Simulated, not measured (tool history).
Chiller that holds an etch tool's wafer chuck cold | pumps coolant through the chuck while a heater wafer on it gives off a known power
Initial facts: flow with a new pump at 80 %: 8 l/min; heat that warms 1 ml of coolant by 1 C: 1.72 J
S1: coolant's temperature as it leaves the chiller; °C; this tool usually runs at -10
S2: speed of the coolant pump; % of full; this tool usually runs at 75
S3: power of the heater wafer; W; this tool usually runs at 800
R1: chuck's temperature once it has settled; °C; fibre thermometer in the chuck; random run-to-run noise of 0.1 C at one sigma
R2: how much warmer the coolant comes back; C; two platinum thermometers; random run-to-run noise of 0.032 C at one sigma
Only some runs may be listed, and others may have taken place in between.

Run 1, hour 0: usual settings. Result: R1 -2.6 °C, R2 3.73 C.
Run 2, hour 104.6: usual settings. Result: R1 -2.6 °C, R2 3.79 C.
Run 3, hour 240.1: usual settings but S1 -18 °C. Result: R1 -10.6 °C, R2 3.81 C.
At hour 263.1: chiller's thermometer calibrated.
Run 4, hour 371.2: usual settings but S1 -18 °C, S3 418 W. Result: R1 -14.1 °C, R2 2.09 C.
Run 5, hour 455: usual settings. Result: R1 -2.6 °C, R2 3.89 C.
Run 6, hour 589.4: usual settings. Result: R1 -2.5 °C, R2 3.89 C.
Run 7, hour 677.7: usual settings. Result: R1 -2.5 °C, R2 3.97 C.
Run 8, hour 748.5: usual settings. Result: R1 -2.5 °C, R2 3.98 C.
Run 9, hour 808.3: usual settings but S2 86 % of full. Result: R1 -3.4 °C, R2 3.48 C.
Run 10, hour 931.7: usual settings but S1 -15 °C. Result: R1 -7.7 °C, R2 4.01 C.
Run 11, hour 1027.1: usual settings but S1 -12 °C. Result: R1 -4.6 °C, R2 4.08 C.
Run 12, hour 1090.4: usual settings but S1 -12 °C. Result: R1 -4.7 °C, R2 4.06 C.
Run 13, hour 1228.4: usual settings but S1 -12 °C. Result: R1 -4.6 °C, R2 4.14 C.
Run 14, hour 1366.7: usual settings but S1 -12 °C. Result: R1 -4.4 °C, R2 4.21 C.
At hour 1418.3: gauge calibrated.
Run 15, hour 1472.8: usual settings but S1 -12 °C. Result: R1 -4.6 °C, R2 3.76 C.
Run 16, hour 1566: usual settings but S1 -12 °C. Result: R1 -4.4 °C, R2 3.74 C.
Run 17, hour 1685.2: usual settings but S2 68 % of full. Result: R1 -1.9 °C, R2 4.19 C.
Run 18, hour 1825.9: usual settings but S2 85 % of full, S3 1091 W. Result: R1 -1 °C, R2 4.63 C.
Run 19, hour 1924.8: usual settings but S1 -13 °C, S2 68 % of full, S3 412 W. Result: R1 -8.8 °C, R2 2.29 C.
At hour 2012.7: coolant changed, channels flushed.
Run 20, hour 2074.5: usual settings but S1 -9 °C, S2 96 % of full, S3 724 W. Result: R1 -3.5 °C, R2 2.84 C.
Run 21, hour 2211.8: usual settings but S1 -9 °C, S2 96 % of full, S3 724 W. Result: R1 -3.3 °C, R2 2.93 C.
Run 22, hour 2351.1: usual settings but S1 -14 °C, S2 83 % of full, S3 467 W. Result: R1 -10 °C, R2 2.3 C.
Run 23, hour 2458.5: usual settings but S3 576 W. Result: R1 -4.5 °C, R2 3.09 C.
Run 24, hour 2579.6: usual settings but S1 -20 °C, S2 65 % of full, S3 1181 W. Result: R1 -7.6 °C, R2 6.72 C.
Run 25, hour 2674.7: usual settings but S1 -5 °C, S2 64 % of full, S3 659 W. Result: R1 1.9 °C, R2 4.04 C.
Run 26, hour 2805.7: usual settings but S2 77 % of full, S3 915 W. Result: R1 -1.7 °C, R2 4.68 C.
Run 27, hour 2949.3: usual settings but S2 77 % of full, S3 915 W. Result: R1 -1.8 °C, R2 4.7 C.
At hour 3052.2: gauge calibrated.
At hour 3061.8: chiller's thermometer calibrated.
Run 28, hour 3068.7: usual settings but S1 -19 °C, S2 65 % of full, S3 1152 W. Result: R1 -7 °C, R2 6.19 C.
Run 29, hour 3170.6: usual settings but S1 -14 °C, S2 64 % of full, S3 836 W. Result: R1 -5.3 °C, R2 4.51 C.
At hour 3245.8: coolant pump overhauled.
Run 30, hour 3267.3: usual settings but S1 -16 °C, S2 81 % of full, S3 554 W. Result: R1 -11.3 °C, R2 2.46 C.
Run 31, hour 3348: usual settings but S1 -1 °C, S3 439 W. Result: R1 3 °C, R2 2.15 C.

Consider 4 possible next runs. They are alternatives, not a sequence: every one starts from the tool as it was left by run 31. What does each give?
Run A, hour 3433.7: usual settings but S1 -20 °C. Result: R1 ?, R2 ?.
Run B, hour 3433.7: usual settings but S1 -4 °C. Result: R1 ?, R2 ?.
Run C, hour 3433.7: usual settings but S1 -15 °C, S2 68 % of full, S3 455 W. Result: R1 ?, R2 ?.
Run D, hour 3433.7: usual settings but S1 -1 °C, S3 827 W. Result: R1 ?, R2 ?.

run     R1    R2
  A  -12.7  3.88
  B    3.4  3.81
  C  -10.4  2.46
  D    6.7     4
The same runs, with their run-to-run variation unchanged, on a tool lacking any hidden condition would have given:
run     R1    R2
  A  -12.7  3.75
  B    3.4  3.67
  C  -10.4  2.32
  D    6.7  3.86
